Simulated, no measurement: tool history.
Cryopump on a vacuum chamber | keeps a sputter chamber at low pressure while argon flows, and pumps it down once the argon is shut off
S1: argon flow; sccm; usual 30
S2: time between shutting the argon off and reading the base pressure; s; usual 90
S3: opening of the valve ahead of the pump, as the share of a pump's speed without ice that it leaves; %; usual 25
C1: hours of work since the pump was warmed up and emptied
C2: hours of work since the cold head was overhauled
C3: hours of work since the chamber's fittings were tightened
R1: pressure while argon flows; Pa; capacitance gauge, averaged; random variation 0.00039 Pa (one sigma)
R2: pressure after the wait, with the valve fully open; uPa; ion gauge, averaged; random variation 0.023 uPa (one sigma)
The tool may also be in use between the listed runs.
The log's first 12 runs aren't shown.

run 13 day=12.158 | S1=30 S2=148 S3=25 | C1=226 C2=868 C3=35 | R1=0.1003 R2=0.62
run 14 day=13.662 | S1=30 S2=90 S3=25 | C1=249 C2=891 C3=58 | R1=0.1003 R2=0.85
run 15 day=14.804 | S1=30 S2=90 S3=49 | C1=267 C2=909 C3=76 | R1=0.0527 R2=0.89
run 16 day=15.483 | S1=30 S2=251 S3=25 | C1=278 C2=919 C3=87 | R1=0.1012 R2=0.53
run 17 day=16.404 | S1=30 S2=251 S3=25 | C1=292 C2=934 C3=101 | R1=0.1003 R2=0.54
run 18 day=17.725 | S1=30 S2=251 S3=25 | C1=312 C2=954 C3=121 | R1=0.1009 R2=0.55
run 19 day=18.717 | S1=43 S2=146 S3=41 | C1=328 C2=969 C3=137 | R1=0.0898 R2=0.74
run 20 day=19.546 | S1=19 S2=201 S3=41 | C1=341 C2=982 C3=150 | R1=0.0398 R2=0.65
run 21 day=20.604 | S1=40 S2=48 S3=25 | C1=357 C2=999 C3=166 | R1=0.1356 R2=1.5
run 22 day=22.179 | S1=29 S2=96 S3=25 | C1=381 C2=1023 C3=190 | R1=0.0978 R2=1.01
run 23 day=23.279 | S1=29 S2=96 S3=25 | C1=398 C2=1040 C3=207 | R1=0.0982 R2=0.99
run 24 day=24.35 | S1=29 S2=96 S3=25 | C1=415 C2=1057 C3=224 | R1=0.0985 R2=1.09
run 25 day=25.467 | S1=25 S2=257 S3=23 | C1=432 C2=1074 C3=241 | R1=0.0923 R2=0.68
run 26 day=26.162 | S1=59 S2=222 S3=21 | C1=443 C2=1085 C3=252 | R1=0.2376 R2=0.77
run 27 day=27.083 | S1=59 S2=222 S3=21 | C1=457 C2=1099 C3=266 | R1=0.2381 R2=0.77
run 28 day=28.158 | S1=32 S2=35 S3=25 | C1=474 C2=1116 C3=283 | R1=0.1091 R2=2.14
run 29 day=29.433 | S1=36 S2=38 S3=25 | C1=494 C2=1136 C3=303 | R1=0.123 R2=2.05
run 30 day=30.996 | S1=36 S2=38 S3=25 | C1=518 C2=1160 C3=327 | R1=0.1241 R2=2.05
run 31 day=32.562 | S1=36 S2=38 S3=25 | C1=542 C2=1184 C3=351 | R1=0.1238 R2=2.08
run 32 day=34.112 | S1=36 S2=38 S3=25 | C1=567 C2=1208 C3=376 | R1=0.1246 R2=2.08
run 33 day=34.925 | S1=36 S2=188 S3=33 | C1=579 C2=1221 C3=388 | R1=0.0954 R2=1.06
run 34 day=36.254 | S1=15 S2=118 S3=15 | C1=600 C2=1242 C3=409 | R1=0.0848 R2=1.21

Forecast each of these 4 alternatives for the next run:
run A day=36.962 | S1=52 S2=42 S3=17 | C1=611 C2=1253 C3=420 | R1=? R2=?
run B day=36.962 | S1=56 S2=139 S3=19 | C1=611 C2=1253 C3=420 | R1=? R2=?
run C day=36.962 | S1=15 S2=78 S3=15 | C1=611 C2=1253 C3=420 | R1=? R2=?
run D day=36.962 | S1=22 S2=266 S3=19 | C1=611 C2=1253 C3=420 | R1=? R2=?

run=A R1=0.259 R2=2
run=B R1=0.2511 R2=1.21
run=C R1=0.0849 R2=1.5
run=D R1=0.0988 R2=0.98
Without the tool's hidden state the same runs would have given:
run=A R1=0.2499 R2=1.39
run=B R1=0.2412 R2=0.57
run=C R1=0.0822 R2=0.87
run=D R1=0.095 R2=0.35
